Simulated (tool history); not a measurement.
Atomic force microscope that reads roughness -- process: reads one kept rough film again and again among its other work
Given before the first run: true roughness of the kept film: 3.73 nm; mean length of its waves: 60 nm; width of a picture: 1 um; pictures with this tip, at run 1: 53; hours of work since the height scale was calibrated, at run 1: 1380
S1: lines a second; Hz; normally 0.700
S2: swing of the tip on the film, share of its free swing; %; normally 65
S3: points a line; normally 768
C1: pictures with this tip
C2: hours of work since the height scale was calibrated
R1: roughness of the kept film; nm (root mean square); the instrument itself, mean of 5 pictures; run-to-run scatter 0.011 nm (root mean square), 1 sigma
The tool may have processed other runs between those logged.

| run | hour | S1 | S2 | S3 | C1 | C2 | R1 |
|---|---|---|---|---|---|---|---|
| 1 | 0.0 | 0.700 | 65 | 768 | 53 | 1380 | 3.563 |
| 2 | 61.7 | 0.700 | 65 | 768 | 131 | 1409 | 3.493 |
|  | 120.3 | new tip fitted |
| 3 | 121.4 | 0.700 | 65 | 768 | 2 | 1436 | 3.596 |
| 4 | 181.6 | 0.700 | 65 | 768 | 77 | 1464 | 3.549 |
| 5 | 228.6 | 0.700 | 65 | 768 | 136 | 1486 | 3.507 |
|  | 284.8 | new tip fitted |
| 6 | 298.7 | 0.700 | 65 | 377 | 18 | 1518 | 3.575 |
| 7 | 358.4 | 0.700 | 65 | 377 | 92 | 1546 | 3.524 |
|  | 363.8 | height scale calibrated on a step standard |
| 8 | 419.1 | 0.527 | 65 | 768 | 167 | 26 | 3.527 |
|  | 446.3 | new tip fitted |
| 9 | 456.8 | 0.700 | 65 | 630 | 13 | 43 | 3.617 |
| 10 | 522.1 | 0.700 | 65 | 630 | 94 | 73 | 3.551 |
| 11 | 590.7 | 0.700 | 68 | 768 | 180 | 105 | 3.466 |
|  | 609.7 | new tip fitted |
| 12 | 657.4 | 1.407 | 68 | 768 | 60 | 135 | 3.475 |
| 13 | 745.4 | 0.700 | 61 | 768 | 170 | 176 | 3.532 |
|  | 774.3 | new tip fitted |
| 14 | 802.3 | 1.852 | 61 | 806 | 35 | 202 | 3.505 |
|  | 879.7 | height scale calibrated on a step standard, once more |
| 15 | 884.5 | 0.700 | 82 | 830 | 136 | 2 | 3.351 |
|  | 941.6 | new tip fitted |
| 16 | 947.1 | 1.091 | 62 | 768 | 7 | 31 | 3.536 |
| 17 | 996.8 | 0.846 | 75 | 277 | 69 | 54 | 3.408 |
| 18 | 1035.3 | 3.036 | 58 | 256 | 117 | 72 | 3.342 |
|  | 1102.4 | new tip fitted |
| 19 | 1107.9 | 3.036 | 58 | 256 | 7 | 105 | 3.393 |
| 20 | 1172.5 | 3.036 | 55 | 256 | 88 | 135 | 3.385 |
| 21 | 1249.1 | 1.397 | 74 | 823 | 184 | 170 | 3.286 |
|  | 1263.5 | new tip fitted |
| 22 | 1306.7 | 0.748 | 62 | 782 | 55 | 197 | 3.555 |
| 23 | 1343.3 | 0.549 | 87 | 355 | 100 | 213 | 3.393 |

Pick out some run-to-run changes in R1. Of each, how much would a tool without hidden state show as well, from the settings, what came in and chance, and how much is left for the hidden state and any gauge scatter not in both results compared?
Hidden conditions of the tool in this case: radius of the tip, nm; height scale over the true one, %; drift of the gauge itself on roughness_nm, %.
Run 8 -> 9: S1 0.527 -> 0.700, S3 768 -> 630, new tip fitted. R1 +0.090 nm (root mean square): hidden state +0.096, all else -0.006.
Run 14 -> 15: S1 1.852 -> 0.700, S2 61 -> 82, S3 806 -> 830, height scale calibrated on a step standard, once more. R1 -0.154 nm (root mean square): hidden state -0.108, all else -0.046.
Run 15 -> 16: S1 0.700 -> 1.091, S2 82 -> 62, S3 830 -> 768, new tip fitted. R1 +0.185 nm (root mean square): hidden state +0.082, all else +0.103.
Run 21 -> 22: S1 1.397 -> 0.748, S2 74 -> 62, S3 823 -> 782, new tip fitted. R1 +0.269 nm (root mean square): hidden state +0.078, all else +0.191.
